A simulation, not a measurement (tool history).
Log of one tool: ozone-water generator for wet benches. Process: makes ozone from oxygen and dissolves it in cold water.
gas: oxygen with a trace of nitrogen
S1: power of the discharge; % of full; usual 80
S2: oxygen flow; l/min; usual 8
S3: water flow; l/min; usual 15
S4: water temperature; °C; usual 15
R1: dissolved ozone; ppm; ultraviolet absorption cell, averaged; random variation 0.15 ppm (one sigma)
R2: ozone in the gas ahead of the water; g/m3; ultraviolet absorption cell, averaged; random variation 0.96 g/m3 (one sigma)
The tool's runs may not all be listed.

| run | hour | S1 | S2 | S3 | S4 | R1 | R2 |
|---|---|---|---|---|---|---|---|
| 1 | 0 | 80 | 8 | 15 | 15 | 19 | 162.9 |
| 2 | 99.9 | 80 | 8 | 15 | 15 | 18.9 | 164.4 |
| 3 | 235.9 | 80 | 8 | 15 | 15 | 19.2 | 165.8 |
| 4 | 310.6 | 80 | 8 | 15 | 15 | 19 | 164.1 |
|  | 341.3 | contactor cleaned |
| 5 | 397.4 | 80 | 8 | 15 | 15 | 18.8 | 164.4 |
| 6 | 506.2 | 80 | 8 | 15 | 15 | 19.2 | 165.2 |
| 7 | 617.8 | 80 | 8 | 15 | 15 | 19.3 | 164.7 |
| 8 | 734.2 | 80 | 8 | 15 | 15 | 19.1 | 165.3 |
| 9 | 852.7 | 80 | 8 | 15 | 15 | 19.2 | 163.6 |
| 10 | 959.7 | 80 | 8 | 15 | 15 | 18.9 | 165.4 |
| 11 | 1038.4 | 80 | 8 | 15 | 15 | 18.9 | 165.7 |
| 12 | 1164.2 | 80 | 8 | 15 | 15 | 19 | 166.2 |
| 13 | 1234.3 | 80 | 8 | 15 | 15 | 19.4 | 164.9 |
| 14 | 1351.4 | 80 | 8 | 15 | 15 | 19.2 | 162.9 |
| 15 | 1454.7 | 80 | 8 | 15 | 15 | 19.1 | 166.1 |
| 16 | 1549.4 | 80 | 8 | 15 | 15 | 19.1 | 167.5 |
| 17 | 1648.5 | 80 | 8 | 23 | 10 | 15.8 | 165.2 |
| 18 | 1781.3 | 80 | 4.04 | 21 | 10 | 13.5 | 204.9 |
| 19 | 1901.9 | 80 | 4.04 | 21 | 17 | 12.7 | 207.1 |
| 20 | 1975.7 | 80 | 8 | 10 | 12 | 25.4 | 165.1 |
| 21 | 2041.3 | 57 | 9.68 | 10 | 12 | 21.1 | 131.4 |
| 22 | 2118.8 | 82 | 13.2 | 17 | 10 | 20.4 | 143.7 |
| 23 | 2184.7 | 66 | 8.67 | 15 | 17 | 16.6 | 147.1 |
| 24 | 2286.1 | 80 | 13.15 | 17 | 8 | 20.9 | 141.7 |
| 25 | 2420.2 | 66 | 11.75 | 23 | 15 | 13.5 | 133.9 |
| 26 | 2489.4 | 66 | 13.55 | 17 | 11 | 18.1 | 126 |
| 27 | 2599.9 | 66 | 13.55 | 12 | 10 | 21.7 | 129.6 |
| 28 | 2691.7 | 66 | 4.02 | 17 | 10 | 15.1 | 188.6 |
| 29 | 2810.9 | 66 | 4.02 | 17 | 10 | 14.8 | 187.5 |
| 30 | 2933 | 66 | 4.54 | 17 | 9 | 15.4 | 181.1 |
| 31 | 3027.4 | 66 | 12.63 | 17 | 9 | 18.7 | 131.1 |
| 32 | 3108.1 | 51 | 12.36 | 17 | 9 | 16.1 | 116.2 |

5 ways to go on from here, each from the tool as it stands after run 32. What would each give?
| A | 3203.2 | 80 | 8 | 10 | 15 | ? | ? |
| B | 3203.2 | 51 | 12.36 | 19 | 9 | ? | ? |
| C | 3203.2 | 76 | 8.79 | 11 | 15 | ? | ? |
| D | 3203.2 | 52 | 7.97 | 17 | 9 | ? | ? |
| E | 3203.2 | 94 | 8.79 | 17 | 9 | ? | ? |

| run | R1 | R2 |
|---|---|---|
| A | 24.1 | 168 |
| B | 15.3 | 115.5 |
| C | 22 | 158.3 |
| D | 15.6 | 134 |
| E | 22 | 177.8 |
Without the tool's hidden state the same runs would have given:
| run | R1 | R2 |
|---|---|---|
| A | 24.1 | 164.2 |
| B | 15.3 | 112.9 |
| C | 22 | 154.7 |
| D | 15.7 | 131 |
| E | 22 | 173.7 |
